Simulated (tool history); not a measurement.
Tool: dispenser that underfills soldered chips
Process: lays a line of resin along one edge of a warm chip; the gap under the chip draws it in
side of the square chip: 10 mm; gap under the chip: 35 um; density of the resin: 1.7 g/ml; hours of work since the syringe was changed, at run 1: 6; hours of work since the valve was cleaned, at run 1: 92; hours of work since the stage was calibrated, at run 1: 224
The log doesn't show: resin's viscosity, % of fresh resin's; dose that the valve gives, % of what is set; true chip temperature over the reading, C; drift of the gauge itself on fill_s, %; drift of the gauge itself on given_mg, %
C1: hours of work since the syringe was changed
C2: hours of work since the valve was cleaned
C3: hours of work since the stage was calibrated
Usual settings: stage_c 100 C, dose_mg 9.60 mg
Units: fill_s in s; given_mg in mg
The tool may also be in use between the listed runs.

Run 1, day 0.000: usual settings; C1 6; C2 92; C3 224. Result: fill_s 273.5 s, given_mg 9.14 mg.
Run 2, day 0.179: usual settings; C1 9; C2 95; C3 227. Result: fill_s 353.0 s, given_mg 9.11 mg.
At day 0.346: dispensing valve cleaned and set on the balance.
Run 3, day 0.375: usual settings; C1 12; C2 1; C3 230. Result: fill_s 440.2 s, given_mg 9.62 mg.
At day 0.417: new syringe of resin.
Run 4, day 0.592: usual settings; C1 3; C2 4; C3 234. Result: fill_s 226.9 s, given_mg 9.63 mg.
Run 5, day 0.746: usual settings; C1 6; C2 7; C3 237. Result: fill_s 285.5 s, given_mg 9.60 mg.
Run 6, day 1.033: usual settings but dose_mg 11.91 mg; C1 11; C2 12; C3 242. Result: fill_s 425.5 s, given_mg 11.80 mg.
At day 1.096: new syringe of resin.
Run 7, day 1.271: usual settings but stage_c 94 C, dose_mg 11.91 mg; C1 3; C2 16; C3 246. Result: fill_s 254.9 s, given_mg 11.80 mg.
Run 8, day 1.438: usual settings; C1 6; C2 19; C3 249. Result: fill_s 283.8 s, given_mg 9.47 mg.
Run 9, day 1.579: usual settings but stage_c 89 C; C1 9; C2 22; C3 251. Result: fill_s 472.3 s, given_mg 9.49 mg.
At day 1.775: new syringe of resin.
Run 10, day 1.825: usual settings but stage_c 89 C; C1 1; C2 26; C3 256. Result: fill_s 250.1 s, given_mg 9.46 mg.
Run 11, day 1.958: usual settings but stage_c 112 C; C1 3; C2 29; C3 258. Result: fill_s 164.0 s, given_mg 9.47 mg.
Run 12, day 2.212: usual settings but stage_c 112 C; C1 8; C2 33; C3 263. Result: fill_s 238.8 s, given_mg 9.47 mg.
At day 2.458: new syringe of resin.
Run 13, day 2.458: usual settings but dose_mg 11.22 mg; C1 0; C2 37; C3 267. Result: fill_s 170.2 s, given_mg 10.98 mg.
Run 14, day 2.717: usual settings but dose_mg 11.22 mg; C1 5; C2 42; C3 271. Result: fill_s 252.2 s, given_mg 10.99 mg.
Run 15, day 2.996: usual settings but dose_mg 11.22 mg; C1 10; C2 47; C3 276. Result: fill_s 372.3 s, given_mg 10.91 mg.
At day 3.129: new syringe of resin.
Run 16, day 3.296: usual settings but dose_mg 11.22 mg; C1 3; C2 52; C3 282. Result: fill_s 210.9 s, given_mg 10.93 mg.
Run 17, day 3.454: usual settings but stage_c 96 C, dose_mg 8.63 mg; C1 6; C2 55; C3 285. Result: fill_s 308.1 s, given_mg 8.42 mg.
Run 18, day 3.629: usual settings but stage_c 96 C, dose_mg 8.63 mg; C1 9; C2 58; C3 288. Result: fill_s 393.6 s, given_mg 8.41 mg.
At day 3.800: new syringe of resin.
Run 19, day 3.842: usual settings but stage_c 96 C, dose_mg 12.49 mg; C1 1; C2 62; C3 291. Result: fill_s 198.7 s, given_mg 12.08 mg.
Run 20, day 4.033: usual settings but dose_mg 10.23 mg; C1 4; C2 65; C3 295. Result: fill_s 241.7 s, given_mg 9.89 mg.
Run 21, day 4.171: usual settings but stage_c 115 C, dose_mg 10.23 mg; C1 7; C2 68; C3 297. Result: fill_s 200.7 s, given_mg 9.82 mg.

Forecast each of these 4 alternatives for the next run:
Run A, day 4.433: usual settings but stage_c 112 C, dose_mg 10.60 mg; C1 11; C2 73; C3 302. Result: fill_s ?, given_mg ?.
Run B, day 4.433: usual settings but stage_c 85 C, dose_mg 8.71 mg; C1 11; C2 73; C3 302. Result: fill_s ?, given_mg ?.
Run C, day 4.433: usual settings but dose_mg 8.22 mg; C1 11; C2 73; C3 302. Result: fill_s ?, given_mg ?.
Run D, day 4.433: usual settings but stage_c 115 C, dose_mg 11.47 mg; C1 11; C2 73; C3 302. Result: fill_s ?, given_mg ?.

run  fill_s  given_mg
  A   310.4     10.20
  B   681.4      8.34
  C   448.9      7.88
  D   291.2     11.02
Without the tool's hidden state the same runs would have given:
run  fill_s  given_mg
  A   127.1     10.62
  B   279.2      8.68
  C   182.7      8.20
  D   119.2     11.47
